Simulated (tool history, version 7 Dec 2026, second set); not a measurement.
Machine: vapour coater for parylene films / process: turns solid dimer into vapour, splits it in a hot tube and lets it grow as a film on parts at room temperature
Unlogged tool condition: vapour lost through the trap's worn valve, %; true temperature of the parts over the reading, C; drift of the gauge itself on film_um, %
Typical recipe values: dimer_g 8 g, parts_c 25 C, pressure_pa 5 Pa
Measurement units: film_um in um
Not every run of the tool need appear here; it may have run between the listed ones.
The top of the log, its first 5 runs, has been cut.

| run | hour | dimer_g | parts_c | pressure_pa | hours of work since the trap's valve was overhauled | hours of work since the table's thermometer was calibrated | film_um |
|---|---|---|---|---|---|---|---|
| 6 | 175.5 | 8 | 25 | 5 | 22 | 226 | 1.3 |
| 7 | 205.1 | 8 | 22 | 5 | 34 | 239 | 1.35 |
| 8 | 260.9 | 7 | 25 | 5 | 57 | 261 | 1.08 |
| 9 | 296.4 | 7 | 25 | 5 | 71 | 276 | 1.08 |
| 10 | 329.9 | 7 | 25 | 5 | 85 | 290 | 1.06 |
|  | 337.7 | trap's valve overhauled, once more |
| 11 | 372.6 | 8 | 25 | 5 | 14 | 306 | 1.59 |
| 12 | 410.1 | 8 | 25 | 5 | 30 | 321 | 1.54 |
| 13 | 463 | 8 | 25 | 5 | 51 | 343 | 1.53 |
| 14 | 487.4 | 8 | 18 | 5 | 61 | 353 | 1.89 |
| 15 | 523.3 | 8 | 18 | 5 | 76 | 367 | 1.85 |
| 16 | 578.5 | 8 | 18 | 5 | 99 | 390 | 1.84 |
| 17 | 603.5 | 8 | 18 | 5 | 109 | 400 | 1.8 |
| 18 | 649.5 | 8 | 18 | 5 | 128 | 419 | 1.81 |
| 19 | 689.6 | 8 | 25 | 5 | 144 | 435 | 1.44 |
| 20 | 739.4 | 10 | 25 | 3.52 | 165 | 456 | 1.86 |
| 21 | 780.4 | 10 | 25 | 3.52 | 181 | 473 | 1.79 |
| 22 | 804.5 | 6 | 25 | 9.34 | 191 | 482 | 0.96 |
| 23 | 850.4 | 8 | 26 | 9.54 | 210 | 501 | 1.25 |
| 24 | 891.6 | 8 | 26 | 9.54 | 227 | 518 | 1.21 |
|  | 934.2 | trap's valve overhauled |
| 25 | 939.2 | 6 | 19 | 5.47 | 2 | 536 | 1.39 |

Run 26 comes next. What will it give?
| 26 | 968.8 | 6 | 19 | 5.47 | 14 | 548 | ? |

film_um: 1.4 um
Had the tool carried no hidden state, the very same run would have given film_um 1.42 um.
